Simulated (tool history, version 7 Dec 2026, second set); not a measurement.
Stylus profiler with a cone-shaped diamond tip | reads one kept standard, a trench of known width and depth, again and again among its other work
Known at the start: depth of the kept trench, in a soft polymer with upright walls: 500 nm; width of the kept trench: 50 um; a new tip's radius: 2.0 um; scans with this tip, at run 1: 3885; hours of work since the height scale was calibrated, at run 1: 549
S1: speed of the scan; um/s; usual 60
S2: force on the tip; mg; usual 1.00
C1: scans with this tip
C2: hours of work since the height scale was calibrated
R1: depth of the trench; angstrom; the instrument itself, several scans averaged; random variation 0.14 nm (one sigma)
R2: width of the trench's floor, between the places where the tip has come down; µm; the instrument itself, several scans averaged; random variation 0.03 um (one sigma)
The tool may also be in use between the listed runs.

{"run": 1, "hour": 0.0, "S1": 60, "S2": 1.0, "C1": 3885, "C2": 549, "R1": 5039.5, "R2": 47.03}
{"run": 2, "hour": 139.9, "S1": 60, "S2": 1.0, "C1": 4391, "C2": 620, "R1": 5039.2, "R2": 46.96}
{"run": 3, "hour": 222.9, "S1": 174, "S2": 1.0, "C1": 4690, "C2": 663, "R1": 5040.4, "R2": 46.54}
{"run": 4, "hour": 363.2, "S1": 174, "S2": 1.0, "C1": 5197, "C2": 734, "R1": 5043.3, "R2": 46.58}
{"run": 5, "hour": 442.9, "S1": 174, "S2": 1.0, "C1": 5485, "C2": 775, "R1": 5041.8, "R2": 46.55}
{"run": 6, "hour": 530.6, "S1": 60, "S2": 1.0, "C1": 5802, "C2": 820, "R1": 5044.0, "R2": 47.0}
{"run": 7, "hour": 618.9, "S1": 20, "S2": 1.0, "C1": 6121, "C2": 865, "R1": 5044.7, "R2": 47.13}
{"run": 8, "hour": 686.7, "S1": 155, "S2": 1.0, "C1": 6366, "C2": 899, "R1": 5041.6, "R2": 46.54}
{"run": 9, "hour": 786.3, "S1": 25, "S2": 1.0, "C1": 6726, "C2": 950, "R1": 5045.9, "R2": 47.11}
{"run": 10, "hour": 880.6, "S1": 25, "S2": 1.0, "C1": 7067, "C2": 998, "R1": 5047.3, "R2": 47.06}
{"run": 11, "hour": 960.6, "S1": 60, "S2": 1.0, "C1": 7356, "C2": 1039, "R1": 5046.0, "R2": 46.97}
{"run": 12, "hour": 1059.9, "S1": 60, "S2": 1.0, "C1": 7714, "C2": 1090, "R1": 5046.2, "R2": 46.9}
{"run": 13, "hour": 1199.2, "S1": 60, "S2": 1.0, "C1": 8218, "C2": 1161, "R1": 5050.4, "R2": 46.91}
{"run": 14, "hour": 1330.6, "S1": 195, "S2": 1.0, "C1": 8692, "C2": 1228, "R1": 5049.5, "R2": 46.35}
{"run": 15, "hour": 1448.1, "S1": 195, "S2": 1.0, "C1": 9117, "C2": 1288, "R1": 5052.4, "R2": 46.29}
{"run": 16, "hour": 1536.2, "S1": 195, "S2": 1.0, "C1": 9435, "C2": 1333, "R1": 5052.4, "R2": 46.29}
{"run": 17, "hour": 1651.7, "S1": 60, "S2": 2.86, "C1": 9852, "C2": 1392, "R1": 5083.2, "R2": 46.94}
{"run": 18, "hour": 1773.2, "S1": 60, "S2": 2.03, "C1": 10292, "C2": 1454, "R1": 5073.1, "R2": 46.91}
{"run": 19, "hour": 1836.1, "S1": 60, "S2": 2.03, "C1": 10519, "C2": 1486, "R1": 5074.9, "R2": 46.87}
{"hour": 1878.1, "done": "height scale calibrated on a step standard"}
{"run": 20, "hour": 1970.8, "S1": 60, "S2": 1.0, "C1": 11003, "C2": 47, "R1": 5065.7, "R2": 46.81}
{"run": 21, "hour": 2065.6, "S1": 119, "S2": 2.05, "C1": 11346, "C2": 96, "R1": 5083.9, "R2": 46.71}
{"run": 22, "hour": 2150.6, "S1": 68, "S2": 1.36, "C1": 11653, "C2": 139, "R1": 5074.2, "R2": 46.8}
{"run": 23, "hour": 2211.9, "S1": 30, "S2": 2.75, "C1": 11875, "C2": 170, "R1": 5092.9, "R2": 46.93}
{"run": 24, "hour": 2322.2, "S1": 199, "S2": 1.86, "C1": 12273, "C2": 227, "R1": 5086.0, "R2": 46.43}
{"run": 25, "hour": 2413.9, "S1": 192, "S2": 0.81, "C1": 12604, "C2": 273, "R1": 5067.2, "R2": 46.14}
{"run": 26, "hour": 2500.9, "S1": 192, "S2": 0.81, "C1": 12919, "C2": 318, "R1": 5066.3, "R2": 46.2}
{"run": 27, "hour": 2596.5, "S1": 49, "S2": 1.52, "C1": 13264, "C2": 367, "R1": 5081.7, "R2": 46.75}
{"hour": 2681.6, "done": "height scale calibrated on a step standard, once more"}
{"run": 28, "hour": 2738.9, "S1": 156, "S2": 1.09, "C1": 13777, "C2": 29, "R1": 5033.2, "R2": 46.38}
{"run": 29, "hour": 2835.5, "S1": 70, "S2": 2.09, "C1": 14126, "C2": 79, "R1": 5047.8, "R2": 46.77}
{"run": 30, "hour": 2982.9, "S1": 18, "S2": 0.67, "C1": 14658, "C2": 154, "R1": 5025.9, "R2": 46.85}
{"run": 31, "hour": 3091.3, "S1": 18, "S2": 0.67, "C1": 15050, "C2": 209, "R1": 5027.6, "R2": 46.81}
{"run": 32, "hour": 3193.3, "S1": 61, "S2": 1.29, "C1": 15418, "C2": 261, "R1": 5040.7, "R2": 46.65}
{"run": 33, "hour": 3320.8, "S1": 19, "S2": 0.36, "C1": 15879, "C2": 326, "R1": 5020.9, "R2": 46.8}
{"run": 34, "hour": 3415.5, "S1": 118, "S2": 2.33, "C1": 16221, "C2": 375, "R1": 5060.4, "R2": 46.58}
{"run": 35, "hour": 3521.2, "S1": 75, "S2": 2.63, "C1": 16603, "C2": 428, "R1": 5061.7, "R2": 46.64}
{"run": 36, "hour": 3641.9, "S1": 75, "S2": 2.63, "C1": 17039, "C2": 490, "R1": 5063.9, "R2": 46.67}
{"run": 37, "hour": 3732.9, "S1": 31, "S2": 1.17, "C1": 17368, "C2": 536, "R1": 5040.0, "R2": 46.78}
{"run": 38, "hour": 3868.8, "S1": 24, "S2": 1.51, "C1": 17859, "C2": 606, "R1": 5049.5, "R2": 46.72}
{"run": 39, "hour": 3981.6, "S1": 16, "S2": 1.03, "C1": 18266, "C2": 663, "R1": 5041.8, "R2": 46.73}

5 ways to go on from here, each from the tool as it stands after run 39. What would each give?
{"run": "A", "hour": 4044.7, "S1": 186, "S2": 1.0, "C1": 18494, "C2": 696, "R1": "?", "R2": "?"}
{"run": "B", "hour": 4044.7, "S1": 15, "S2": 2.64, "C1": 18494, "C2": 696, "R1": "?", "R2": "?"}
{"run": "C", "hour": 4044.7, "S1": 100, "S2": 0.62, "C1": 18494, "C2": 696, "R1": "?", "R2": "?"}
{"run": "D", "hour": 4044.7, "S1": 21, "S2": 1.16, "C1": 18494, "C2": 696, "R1": "?", "R2": "?"}
{"run": "E", "hour": 4044.7, "S1": 134, "S2": 2.52, "C1": 18494, "C2": 696, "R1": "?", "R2": "?"}

run=A R1=5040.7 R2=46.13
run=B R1=5068.1 R2=46.70
run=C R1=5035.2 R2=46.32
run=D R1=5044.5 R2=46.72
run=E R1=5069.3 R2=46.47
Without the tool's hidden state the same runs would have given:
run=A R1=5026.5 R2=46.67
run=B R1=5053.9 R2=47.24
run=C R1=5021.1 R2=46.86
run=D R1=5030.3 R2=47.26
run=E R1=5055.1 R2=47.01
